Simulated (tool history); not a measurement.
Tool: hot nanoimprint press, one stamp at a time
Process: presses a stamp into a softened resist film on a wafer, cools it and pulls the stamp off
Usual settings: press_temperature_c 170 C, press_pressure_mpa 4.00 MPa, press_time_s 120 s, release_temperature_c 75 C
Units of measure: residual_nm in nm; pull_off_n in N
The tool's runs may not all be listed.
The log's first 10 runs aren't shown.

| run | hour | press_temperature_c | press_pressure_mpa | press_time_s | release_temperature_c | residual_nm | pull_off_n |
|---|---|---|---|---|---|---|---|
| 11 | 159.5 | 170 | 4.00 | 120 | 78 | 122.7 | 211 |
| 12 | 169.8 | 170 | 4.00 | 120 | 78 | 122.4 | 201 |
| 13 | 181.5 | 170 | 4.00 | 120 | 78 | 122.5 | 214 |
| 14 | 198.7 | 161 | 4.00 | 120 | 75 | 173.2 | 232 |
| 15 | 214.1 | 161 | 4.00 | 120 | 75 | 173.5 | 230 |
| 16 | 228.9 | 161 | 4.00 | 92 | 75 | 188.5 | 220 |
| 17 | 241.1 | 170 | 3.85 | 120 | 71 | 125.3 | 248 |
|  | 262.5 | stamp cleaned and given a new release coat |
| 18 | 269.7 | 170 | 3.85 | 120 | 71 | 125.3 | 250 |
| 19 | 282.1 | 172 | 5.25 | 120 | 71 | 98.9 | 247 |
| 20 | 300.2 | 172 | 5.25 | 120 | 71 | 99.4 | 246 |
| 21 | 312.0 | 177 | 3.32 | 120 | 78 | 102.7 | 204 |
| 22 | 335.0 | 159 | 4.00 | 77 | 72 | 209.2 | 242 |
| 23 | 355.6 | 159 | 2.79 | 77 | 72 | 230.5 | 238 |
| 24 | 372.9 | 159 | 2.79 | 117 | 67 | 211.1 | 265 |
| 25 | 392.5 | 178 | 4.00 | 120 | 60 | 90.4 | 321 |
| 26 | 403.8 | 158 | 3.21 | 120 | 60 | 207.9 | 313 |
| 27 | 414.6 | 170 | 4.74 | 120 | 75 | 113.9 | 217 |

Run 28 has not been measured yet. What should we expect?
| 28 | 430.8 | 170 | 4.74 | 120 | 75 | ? | ? |

For run 28 the tool returned residual_nm 113.5 nm, pull_off_n 224 N.
With the hidden condition absent and the run-to-run variation left alone, this run would have shown residual_nm 113.2 nm, pull_off_n 221 N.

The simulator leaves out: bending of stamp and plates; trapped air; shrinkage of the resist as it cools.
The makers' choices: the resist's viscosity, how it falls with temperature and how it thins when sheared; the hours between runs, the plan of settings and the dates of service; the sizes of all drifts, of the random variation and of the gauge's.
